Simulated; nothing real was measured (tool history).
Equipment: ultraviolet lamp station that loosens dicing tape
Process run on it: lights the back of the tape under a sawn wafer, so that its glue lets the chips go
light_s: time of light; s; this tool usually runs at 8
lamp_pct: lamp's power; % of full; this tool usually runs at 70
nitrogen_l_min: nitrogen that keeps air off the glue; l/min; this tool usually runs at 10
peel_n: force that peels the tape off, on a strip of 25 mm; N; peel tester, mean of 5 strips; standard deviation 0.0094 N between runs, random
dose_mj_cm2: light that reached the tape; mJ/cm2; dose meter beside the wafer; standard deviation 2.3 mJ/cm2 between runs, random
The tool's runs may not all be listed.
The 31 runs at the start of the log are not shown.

run,hour,light_s,lamp_pct,nitrogen_l_min,peel_n,dose_mj_cm2
# hour 2173.4: window cleaned of glue's vapour
32,2224.7,8,96,5,0.401,266
33,2310.6,7,88,10,0.426,199
34,2359.6,7,88,10,0.467,197
35,2423.4,8,75,13,0.46,183
36,2508.3,8,75,13,0.478,173
37,2550.1,8,76,18,0.445,172
38,2640.1,9,82,19,0.38,194
# hour 2701.8: window cleaned of glue's vapour
39,2741.8,13,66,10,0.328,251

Run 40 is up next; what results do you expect?
40,2794.5,11,70,11,?,?

peel_n: 0.376 N
dose_mj_cm2: 216 mJ/cm2
Take away the tool's hidden state, keep the run-to-run variation as it was, and the same run would have given peel_n 0.281 N, dose_mj_cm2 292 mJ/cm2.

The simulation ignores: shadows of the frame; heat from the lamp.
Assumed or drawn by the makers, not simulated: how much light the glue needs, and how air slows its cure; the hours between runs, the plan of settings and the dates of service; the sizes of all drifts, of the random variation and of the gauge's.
